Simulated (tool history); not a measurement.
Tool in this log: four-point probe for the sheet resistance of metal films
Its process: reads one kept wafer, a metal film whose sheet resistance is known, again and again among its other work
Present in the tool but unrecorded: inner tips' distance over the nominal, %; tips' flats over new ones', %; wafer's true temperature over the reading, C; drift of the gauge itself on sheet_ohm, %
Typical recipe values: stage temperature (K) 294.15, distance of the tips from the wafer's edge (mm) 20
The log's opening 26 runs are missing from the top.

run   hour  stage temperature (K)  distance of the tips from the wafer's edge (mm)  touches since the probe head was changed  hours of work since the stage's thermometer was calibrated  sheet resistance as the instrument gives it (ohm/square)
 27  592.5                 295.15                                               48                                    113345                                                          98                                                  0.400831
 28  620.6                 293.15                                               17                                    114841                                                         117                                                  0.402215
 29  650.5                 305.15                                                8                                    116426                                                         138                                                  0.404903
 30  664.2                 305.15                                                8                                    117154                                                         147                                                  0.404907
 31  685.6                 298.15                                                5                                    118293                                                         162                                                  0.413783
 32  714.9                 305.15                                                5                                    119847                                                         182                                                  0.412867
 33  736.4                 303.15                                               13                                    120990                                                         197                                                   0.40182
 34  764.3                 294.15                                                8                                    122467                                                         216                                                  0.406243

4 ways to go on from here, each from the tool as it stands after run 34. What would each give?
  A  784.1                 301.15                                               20                                    123519                                                         230                                                         ?
  B  784.1                 305.15                                                5                                    123519                                                         230                                                         ?
  C  784.1                 305.15                                               34                                    123519                                                         230                                                         ?
  D  784.1                 292.15                                                4                                    123519                                                         230                                                         ?

run  sheet resistance as the instrument gives it (ohm/square)
  A                                                  0.401038
  B                                                  0.412948
  C                                                  0.399891
  D                                                   0.42186
Take away the tool's hidden state, keep each run's random variation, and the runs would have read:
run  sheet resistance as the instrument gives it (ohm/square)
  A                                                  0.399032
  B                                                  0.410888
  C                                                  0.397891
  D                                                   0.41976

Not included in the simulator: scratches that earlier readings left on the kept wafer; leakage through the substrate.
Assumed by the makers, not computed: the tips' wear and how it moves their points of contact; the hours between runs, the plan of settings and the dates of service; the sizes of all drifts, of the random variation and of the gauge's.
